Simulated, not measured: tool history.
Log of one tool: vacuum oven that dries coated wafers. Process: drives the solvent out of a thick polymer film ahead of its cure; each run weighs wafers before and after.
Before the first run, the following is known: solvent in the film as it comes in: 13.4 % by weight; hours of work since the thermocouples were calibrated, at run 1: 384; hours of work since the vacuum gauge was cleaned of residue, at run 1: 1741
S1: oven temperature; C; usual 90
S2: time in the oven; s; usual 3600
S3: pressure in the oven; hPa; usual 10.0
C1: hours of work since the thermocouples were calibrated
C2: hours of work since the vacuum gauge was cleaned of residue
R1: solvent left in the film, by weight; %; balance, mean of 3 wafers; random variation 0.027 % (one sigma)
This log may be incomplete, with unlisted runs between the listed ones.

run 1 day=0.000 | S1=90 S2=3600 S3=10.0 | C1=384 C2=1741 | R1=3.23
run 2 day=2.588 | S1=90 S2=3600 S3=10.0 | C1=417 C2=1774 | R1=3.31
run 3 day=4.792 | S1=90 S2=3600 S3=10.0 | C1=445 C2=1802 | R1=3.30
run 4 day=7.104 | S1=90 S2=3600 S3=10.0 | C1=475 C2=1832 | R1=3.28
run 5 day=10.583 | S1=82 S2=3600 S3=10.0 | C1=520 C2=1877 | R1=5.68
run 6 day=13.792 | S1=82 S2=3600 S3=10.7 | C1=561 C2=1918 | R1=5.81
run 7 day=16.217 | S1=90 S2=3600 S3=10.0 | C1=592 C2=1949 | R1=3.33
run 8 day=18.196 | S1=88 S2=3600 S3=10.0 | C1=618 C2=1975 | R1=3.89
run 9 day=21.021 | S1=88 S2=3600 S3=10.0 | C1=654 C2=2011 | R1=3.90
run 10 day=22.600 | S1=90 S2=3600 S3=10.0 | C1=674 C2=2031 | R1=3.41
run 11 day=24.167 | S1=90 S2=3600 S3=10.0 | C1=694 C2=2052 | R1=3.38
run 12 day=27.367 | S1=90 S2=3600 S3=10.0 | C1=736 C2=2093 | R1=3.50
run 13 day=30.529 | S1=90 S2=3600 S3=10.0 | C1=776 C2=2133 | R1=3.43
run 14 day=32.025 | S1=85 S2=3600 S3=10.0 | C1=795 C2=2153 | R1=4.86
-- day=32.358 oven's thermocouples calibrated
run 15 day=35.671 | S1=90 S2=2520 S3=10.0 | C1=43 C2=2199 | R1=4.69
run 16 day=37.892 | S1=90 S2=3420 S3=10.0 | C1=71 C2=2227 | R1=3.71
-- day=38.196 vacuum gauge cleaned of residue and calibrated
run 17 day=39.721 | S1=90 S2=3420 S3=10.0 | C1=94 C2=20 | R1=3.44
run 18 day=42.596 | S1=90 S2=3600 S3=10.0 | C1=131 C2=57 | R1=3.26
run 19 day=46.062 | S1=90 S2=3600 S3=10.0 | C1=175 C2=101 | R1=3.30
run 20 day=49.583 | S1=90 S2=3600 S3=10.0 | C1=221 C2=147 | R1=3.24
-- day=50.654 oven's thermocouples calibrated, once more
run 21 day=52.404 | S1=90 S2=3840 S3=10.0 | C1=23 C2=182 | R1=2.85
run 22 day=55.817 | S1=90 S2=3840 S3=10.0 | C1=66 C2=226 | R1=2.86
run 23 day=59.108 | S1=90 S2=2820 S3=10.0 | C1=109 C2=268 | R1=3.76
run 24 day=61.688 | S1=90 S2=2820 S3=10.0 | C1=142 C2=301 | R1=3.76
run 25 day=65.212 | S1=81 S2=2820 S3=32.8 | C1=187 C2=346 | R1=9.68
run 26 day=66.954 | S1=90 S2=1920 S3=9.9 | C1=210 C2=369 | R1=5.03
run 27 day=68.533 | S1=92 S2=3780 S3=9.9 | C1=230 C2=389 | R1=2.40
run 28 day=70.496 | S1=92 S2=2220 S3=9.9 | C1=255 C2=414 | R1=3.99
run 29 day=73.817 | S1=78 S2=3600 S3=9.2 | C1=298 C2=457 | R1=6.60
run 30 day=77.108 | S1=100 S2=3600 S3=6.5 | C1=340 C2=499 | R1=1.02
run 31 day=78.871 | S1=104 S2=3600 S3=10.0 | C1=363 C2=522 | R1=1.04
run 32 day=80.912 | S1=91 S2=3120 S3=29.1 | C1=389 C2=548 | R1=5.81
run 33 day=82.438 | S1=78 S2=3600 S3=16.1 | C1=409 C2=568 | R1=7.67
run 34 day=85.896 | S1=78 S2=3600 S3=16.1 | C1=453 C2=613 | R1=7.71
run 35 day=89.112 | S1=78 S2=3600 S3=16.1 | C1=495 C2=654 | R1=7.76
run 36 day=91.192 | S1=97 S2=3600 S3=17.7 | C1=521 C2=681 | R1=2.67
run 37 day=94.254 | S1=90 S2=3660 S3=11.0 | C1=561 C2=720 | R1=3.31
run 38 day=97.475 | S1=100 S2=3600 S3=10.0 | C1=602 C2=761 | R1=1.42
run 39 day=101.067 | S1=100 S2=3600 S3=10.1 | C1=648 C2=808 | R1=1.47
run 40 day=104.483 | S1=100 S2=3600 S3=10.1 | C1=692 C2=852 | R1=1.47
run 41 day=106.375 | S1=100 S2=3600 S3=10.1 | C1=717 C2=876 | R1=1.44
run 42 day=109.883 | S1=100 S2=3600 S3=10.1 | C1=762 C2=921 | R1=1.47
run 43 day=112.650 | S1=100 S2=3600 S3=10.1 | C1=797 C2=957 | R1=1.46
run 44 day=115.604 | S1=92 S2=5640 S3=19.3 | C1=835 C2=995 | R1=3.33
run 45 day=117.408 | S1=92 S2=5640 S3=19.3 | C1=859 C2=1018 | R1=3.39
run 46 day=120.608 | S1=90 S2=4200 S3=7.8 | C1=900 C2=1059 | R1=2.60
run 47 day=124.175 | S1=90 S2=4200 S3=7.8 | C1=946 C2=1105 | R1=2.64

Consider 3 possible next runs. They are alternatives, not a sequence: every one starts from the tool as it was left by run 47. What does each give?
run A day=126.758 | S1=104 S2=4500 S3=31.0 | C1=979 C2=1138 | R1=?
run B day=126.758 | S1=90 S2=3060 S3=15.3 | C1=979 C2=1138 | R1=?
run C day=126.758 | S1=90 S2=5100 S3=34.6 | C1=979 C2=1138 | R1=?

run=A R1=3.12
run=B R1=4.50
run=C R1=6.31
Without the tool's unlogged condition, the same runs would have read:
run=A R1=2.87
run=B R1=3.98
run=C R1=5.77

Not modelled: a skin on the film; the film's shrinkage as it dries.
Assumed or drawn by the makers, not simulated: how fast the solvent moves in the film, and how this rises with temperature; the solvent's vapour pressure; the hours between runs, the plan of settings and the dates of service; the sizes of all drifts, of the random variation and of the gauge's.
